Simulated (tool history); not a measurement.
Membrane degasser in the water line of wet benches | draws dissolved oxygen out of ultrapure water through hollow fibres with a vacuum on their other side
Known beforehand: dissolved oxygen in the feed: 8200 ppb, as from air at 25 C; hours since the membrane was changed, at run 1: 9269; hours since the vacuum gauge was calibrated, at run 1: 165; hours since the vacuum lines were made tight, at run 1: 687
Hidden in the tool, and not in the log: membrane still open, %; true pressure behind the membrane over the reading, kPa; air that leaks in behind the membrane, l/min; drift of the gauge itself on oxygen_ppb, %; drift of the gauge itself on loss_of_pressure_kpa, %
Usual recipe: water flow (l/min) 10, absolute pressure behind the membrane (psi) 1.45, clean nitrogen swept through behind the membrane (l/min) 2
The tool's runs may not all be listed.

| run | hour | water flow (l/min) | absolute pressure behind the membrane (psi) | clean nitrogen swept through behind the membrane (l/min) | hours since the membrane was changed | hours since the vacuum gauge was calibrated | hours since the vacuum lines were made tight | dissolved oxygen in the water behind the degasser (ppb) | pressure that the water loses in the fibres (psi) |
|---|---|---|---|---|---|---|---|---|---|
| 1 | 0 | 10 | 1.45 | 2 | 9269 | 165 | 687 | 83.4 | 7.761 |
| 2 | 173 | 10 | 1.45 | 2 | 9442 | 338 | 860 | 84.7 | 7.842 |
| 3 | 326.2 | 10 | 1.45 | 2 | 9595 | 491 | 1014 | 85.4 | 7.829 |
| 4 | 461 | 10 | 1.45 | 2 | 9730 | 626 | 1148 | 86.1 | 7.812 |
| 5 | 743.7 | 10 | 0.94 | 2 | 10013 | 909 | 1431 | 42.8 | 7.854 |
| 6 | 1058 | 10 | 0.94 | 2 | 10327 | 1223 | 1745 | 43.3 | 7.897 |
| 7 | 1267.5 | 10 | 1.45 | 2 | 10536 | 1432 | 1955 | 84.9 | 7.884 |
| 8 | 1523.4 | 10 | 1.45 | 2 | 10792 | 1688 | 2211 | 87.6 | 7.887 |
| 9 | 1759 | 10 | 1.45 | 2 | 11028 | 1924 | 2446 | 87.1 | 7.944 |
| 10 | 1936.1 | 10 | 1.45 | 2 | 11205 | 2101 | 2623 | 87.3 | 7.918 |
|  | 1961.6 | vacuum gauge calibrated |
| 11 | 2159.4 | 10 | 1.45 | 2 | 11428 | 198 | 2846 | 87.3 | 7.936 |
| 12 | 2352.5 | 10 | 1.45 | 2 | 11621 | 391 | 3039 | 89.2 | 7.935 |
| 13 | 2614.7 | 10 | 1.45 | 2 | 11883 | 653 | 3301 | 87.6 | 7.868 |
| 14 | 2918.7 | 13 | 1.64 | 1.24 | 12187 | 957 | 3606 | 215.5 | 10.209 |
|  | 3187 | vacuum gauge calibrated, once more |
| 15 | 3221.2 | 11 | 2.76 | 2.67 | 12489 | 34 | 3907 | 166.2 | 8.638 |
| 16 | 3476.2 | 11 | 2.76 | 2.67 | 12744 | 289 | 4163 | 166.9 | 8.692 |
| 17 | 3668 | 11 | 2.76 | 2.67 | 12936 | 481 | 4354 | 166.9 | 8.769 |
| 18 | 3814.2 | 11 | 2.76 | 2.67 | 13082 | 627 | 4500 | 168.2 | 8.686 |
| 19 | 4036.3 | 11 | 2.76 | 2.67 | 13304 | 849 | 4723 | 169.2 | 8.769 |
| 20 | 4327 | 11 | 2.76 | 2.67 | 13595 | 1140 | 5013 | 164.9 | 8.711 |
| 21 | 4583.4 | 9 | 1.68 | 2.67 | 13851 | 1396 | 5270 | 75.3 | 7.116 |
| 22 | 4817.4 | 9 | 1.68 | 2.67 | 14085 | 1630 | 5504 | 75.6 | 7.256 |
| 23 | 5024.8 | 9 | 1.12 | 2.67 | 14293 | 1838 | 5711 | 40.7 | 7.156 |
| 24 | 5251.2 | 9 | 1.12 | 2.67 | 14519 | 2064 | 5937 | 41.3 | 7.153 |

Branching from run 24: 4 alternative next runs. What would each branch give?
| A | 5545.2 | 12 | 2.96 | 2.37 | 14813 | 2358 | 6231 | ? | ? |
| B | 5545.2 | 13 | 1.12 | 1.38 | 14813 | 2358 | 6231 | ? | ? |
| C | 5545.2 | 10 | 3.22 | 1.73 | 14813 | 2358 | 6231 | ? | ? |
| D | 5545.2 | 9 | 1.67 | 3.14 | 14813 | 2358 | 6231 | ? | ? |

| run | dissolved oxygen in the water behind the degasser (ppb) | pressure that the water loses in the fibres (psi) |
|---|---|---|
| A | 228.7 | 9.533 |
| B | 117.5 | 10.353 |
| C | 275.3 | 8.009 |
| D | 64.1 | 7.2 |
With no hidden state in the tool, these same runs would have given:
| run | dissolved oxygen in the water behind the degasser (ppb) | pressure that the water loses in the fibres (psi) |
|---|---|---|
| A | 216.8 | 9.037 |
| B | 108.8 | 9.813 |
| C | 261.4 | 7.593 |
| D | 59.7 | 6.825 |
